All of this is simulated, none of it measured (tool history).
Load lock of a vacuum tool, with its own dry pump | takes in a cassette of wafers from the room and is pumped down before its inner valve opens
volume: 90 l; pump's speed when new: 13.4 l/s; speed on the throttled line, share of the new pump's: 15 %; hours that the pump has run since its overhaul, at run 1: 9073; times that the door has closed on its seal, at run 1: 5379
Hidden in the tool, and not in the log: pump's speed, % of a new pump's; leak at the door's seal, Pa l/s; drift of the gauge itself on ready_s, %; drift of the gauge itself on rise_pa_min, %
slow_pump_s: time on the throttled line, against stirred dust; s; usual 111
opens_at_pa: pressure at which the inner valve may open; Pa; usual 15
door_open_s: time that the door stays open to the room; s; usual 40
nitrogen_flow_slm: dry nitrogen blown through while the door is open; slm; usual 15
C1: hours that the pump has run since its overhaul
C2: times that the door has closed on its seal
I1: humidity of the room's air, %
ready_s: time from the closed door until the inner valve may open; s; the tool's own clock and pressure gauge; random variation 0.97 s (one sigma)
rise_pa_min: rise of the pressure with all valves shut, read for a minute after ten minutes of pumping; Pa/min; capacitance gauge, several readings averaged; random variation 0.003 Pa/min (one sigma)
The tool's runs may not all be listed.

{"run": 1, "hour": 0.0, "slow_pump_s": 111, "opens_at_pa": 15, "door_open_s": 40, "nitrogen_flow_slm": 15, "C1": 9073, "C2": 5379, "I1": 42.4, "ready_s": 162.3, "rise_pa_min": 0.019}
{"run": 2, "hour": 105.7, "slow_pump_s": 111, "opens_at_pa": 15, "door_open_s": 40, "nitrogen_flow_slm": 15, "C1": 9179, "C2": 5549, "I1": 44, "ready_s": 163.8, "rise_pa_min": 0.023}
{"run": 3, "hour": 206.8, "slow_pump_s": 111, "opens_at_pa": 15, "door_open_s": 40, "nitrogen_flow_slm": 15, "C1": 9280, "C2": 5712, "I1": 47.8, "ready_s": 161.3, "rise_pa_min": 0.019}
{"run": 4, "hour": 293.1, "slow_pump_s": 111, "opens_at_pa": 15, "door_open_s": 40, "nitrogen_flow_slm": 15, "C1": 9366, "C2": 5851, "I1": 47.1, "ready_s": 161.1, "rise_pa_min": 0.021}
{"run": 5, "hour": 381.8, "slow_pump_s": 111, "opens_at_pa": 14, "door_open_s": 40, "nitrogen_flow_slm": 15, "C1": 9455, "C2": 5994, "I1": 50, "ready_s": 162.4, "rise_pa_min": 0.022}
{"run": 6, "hour": 492.9, "slow_pump_s": 111, "opens_at_pa": 15, "door_open_s": 40, "nitrogen_flow_slm": 15, "C1": 9566, "C2": 6173, "I1": 44.6, "ready_s": 163.2, "rise_pa_min": 0.016}
{"run": 7, "hour": 556.6, "slow_pump_s": 111, "opens_at_pa": 15, "door_open_s": 40, "nitrogen_flow_slm": 15, "C1": 9630, "C2": 6276, "I1": 47.2, "ready_s": 163.3, "rise_pa_min": 0.022}
{"run": 8, "hour": 679.0, "slow_pump_s": 111, "opens_at_pa": 15, "door_open_s": 40, "nitrogen_flow_slm": 15, "C1": 9752, "C2": 6473, "I1": 48, "ready_s": 163.2, "rise_pa_min": 0.02}
{"run": 9, "hour": 734.5, "slow_pump_s": 111, "opens_at_pa": 15, "door_open_s": 40, "nitrogen_flow_slm": 15, "C1": 9808, "C2": 6563, "I1": 45.9, "ready_s": 162.2, "rise_pa_min": 0.022}
{"run": 10, "hour": 828.4, "slow_pump_s": 111, "opens_at_pa": 15, "door_open_s": 40, "nitrogen_flow_slm": 15, "C1": 9901, "C2": 6714, "I1": 43.2, "ready_s": 160.5, "rise_pa_min": 0.026}
{"run": 11, "hour": 924.4, "slow_pump_s": 111, "opens_at_pa": 30, "door_open_s": 40, "nitrogen_flow_slm": 15, "C1": 9997, "C2": 6869, "I1": 46.2, "ready_s": 157.9, "rise_pa_min": 0.023}
{"run": 12, "hour": 989.0, "slow_pump_s": 111, "opens_at_pa": 30, "door_open_s": 40, "nitrogen_flow_slm": 15, "C1": 10062, "C2": 6973, "I1": 44.1, "ready_s": 156.2, "rise_pa_min": 0.021}
{"run": 13, "hour": 1039.6, "slow_pump_s": 111, "opens_at_pa": 30, "door_open_s": 40, "nitrogen_flow_slm": 15, "C1": 10113, "C2": 7055, "I1": 43.6, "ready_s": 156.1, "rise_pa_min": 0.018}
{"run": 14, "hour": 1127.6, "slow_pump_s": 172, "opens_at_pa": 15, "door_open_s": 40, "nitrogen_flow_slm": 15, "C1": 10201, "C2": 7196, "I1": 44.8, "ready_s": 213, "rise_pa_min": 0.022}
{"run": 15, "hour": 1238.9, "slow_pump_s": 111, "opens_at_pa": 22, "door_open_s": 40, "nitrogen_flow_slm": 15, "C1": 10312, "C2": 7376, "I1": 46.1, "ready_s": 159.3, "rise_pa_min": 0.028}
{"run": 16, "hour": 1328.9, "slow_pump_s": 111, "opens_at_pa": 15, "door_open_s": 40, "nitrogen_flow_slm": 6, "C1": 10402, "C2": 7521, "I1": 42, "ready_s": 162.3, "rise_pa_min": 0.028}
{"run": 17, "hour": 1434.1, "slow_pump_s": 111, "opens_at_pa": 15, "door_open_s": 40, "nitrogen_flow_slm": 15, "C1": 10507, "C2": 7691, "I1": 45.9, "ready_s": 161.4, "rise_pa_min": 0.026}
{"run": 18, "hour": 1535.1, "slow_pump_s": 111, "opens_at_pa": 15, "door_open_s": 40, "nitrogen_flow_slm": 15, "C1": 10608, "C2": 7854, "I1": 44.9, "ready_s": 163, "rise_pa_min": 0.019}
{"run": 19, "hour": 1653.2, "slow_pump_s": 111, "opens_at_pa": 15, "door_open_s": 40, "nitrogen_flow_slm": 15, "C1": 10726, "C2": 8044, "I1": 47.2, "ready_s": 162.5, "rise_pa_min": 0.023}
{"run": 20, "hour": 1705.9, "slow_pump_s": 110, "opens_at_pa": 15, "door_open_s": 40, "nitrogen_flow_slm": 15, "C1": 10779, "C2": 8129, "I1": 43.3, "ready_s": 161.9, "rise_pa_min": 0.028}
{"run": 21, "hour": 1802.7, "slow_pump_s": 145, "opens_at_pa": 21, "door_open_s": 118, "nitrogen_flow_slm": 4, "C1": 10876, "C2": 8285, "I1": 46.4, "ready_s": 185.1, "rise_pa_min": 0.052}
{"run": 22, "hour": 1855.7, "slow_pump_s": 62, "opens_at_pa": 15, "door_open_s": 53, "nitrogen_flow_slm": 39, "C1": 10929, "C2": 8370, "I1": 45.2, "ready_s": 123.6, "rise_pa_min": 0.023}
{"run": 23, "hour": 1914.5, "slow_pump_s": 62, "opens_at_pa": 15, "door_open_s": 53, "nitrogen_flow_slm": 39, "C1": 10988, "C2": 8465, "I1": 42.8, "ready_s": 124.3, "rise_pa_min": 0.024}
{"run": 24, "hour": 1988.4, "slow_pump_s": 62, "opens_at_pa": 15, "door_open_s": 53, "nitrogen_flow_slm": 39, "C1": 11061, "C2": 8584, "I1": 45.9, "ready_s": 123.5, "rise_pa_min": 0.022}
{"run": 25, "hour": 2057.1, "slow_pump_s": 62, "opens_at_pa": 15, "door_open_s": 53, "nitrogen_flow_slm": 39, "C1": 11130, "C2": 8695, "I1": 45.5, "ready_s": 124.1, "rise_pa_min": 0.015}
{"run": 26, "hour": 2112.5, "slow_pump_s": 215, "opens_at_pa": 15, "door_open_s": 70, "nitrogen_flow_slm": 39, "C1": 11186, "C2": 8784, "I1": 46.7, "ready_s": 251.6, "rise_pa_min": 0.026}
{"run": 27, "hour": 2173.3, "slow_pump_s": 215, "opens_at_pa": 15, "door_open_s": 27, "nitrogen_flow_slm": 39, "C1": 11246, "C2": 8882, "I1": 43.3, "ready_s": 250, "rise_pa_min": 0.022}
{"run": 28, "hour": 2243.9, "slow_pump_s": 215, "opens_at_pa": 15, "door_open_s": 27, "nitrogen_flow_slm": 39, "C1": 11317, "C2": 8996, "I1": 46.9, "ready_s": 248.7, "rise_pa_min": 0.024}
{"run": 29, "hour": 2316.6, "slow_pump_s": 129, "opens_at_pa": 15, "door_open_s": 40, "nitrogen_flow_slm": 39, "C1": 11390, "C2": 9113, "I1": 44.1, "ready_s": 179.4, "rise_pa_min": 0.025}
{"run": 30, "hour": 2383.9, "slow_pump_s": 129, "opens_at_pa": 15, "door_open_s": 40, "nitrogen_flow_slm": 39, "C1": 11457, "C2": 9222, "I1": 44.6, "ready_s": 178.7, "rise_pa_min": 0.024}
{"run": 31, "hour": 2441.3, "slow_pump_s": 72, "opens_at_pa": 13, "door_open_s": 40, "nitrogen_flow_slm": 39, "C1": 11514, "C2": 9315, "I1": 40.6, "ready_s": 133.5, "rise_pa_min": 0.026}
{"run": 32, "hour": 2529.3, "slow_pump_s": 206, "opens_at_pa": 15, "door_open_s": 51, "nitrogen_flow_slm": 14, "C1": 11602, "C2": 9456, "I1": 44.1, "ready_s": 243.4, "rise_pa_min": 0.031}
{"run": 33, "hour": 2615.9, "slow_pump_s": 206, "opens_at_pa": 15, "door_open_s": 51, "nitrogen_flow_slm": 14, "C1": 11689, "C2": 9596, "I1": 44.6, "ready_s": 242, "rise_pa_min": 0.029}
{"run": 34, "hour": 2705.3, "slow_pump_s": 206, "opens_at_pa": 15, "door_open_s": 51, "nitrogen_flow_slm": 14, "C1": 11778, "C2": 9740, "I1": 45.6, "ready_s": 241.2, "rise_pa_min": 0.025}
{"run": 35, "hour": 2806.9, "slow_pump_s": 206, "opens_at_pa": 15, "door_open_s": 51, "nitrogen_flow_slm": 14, "C1": 11880, "C2": 9904, "I1": 45.1, "ready_s": 241.9, "rise_pa_min": 0.028}

The next listed run, before its measurement:
{"run": 36, "hour": 2920.5, "slow_pump_s": 206, "opens_at_pa": 15, "door_open_s": 70, "nitrogen_flow_slm": 14, "C1": 11994, "C2": 10087, "I1": 48.1, "ready_s": "?", "rise_pa_min": "?"}

{"run 36": {"ready_s": 242.9, "rise_pa_min": 0.038}}
Without the tool's hidden state the same run would have given ready_s 235.6 s, rise_pa_min 0.021 Pa/min.
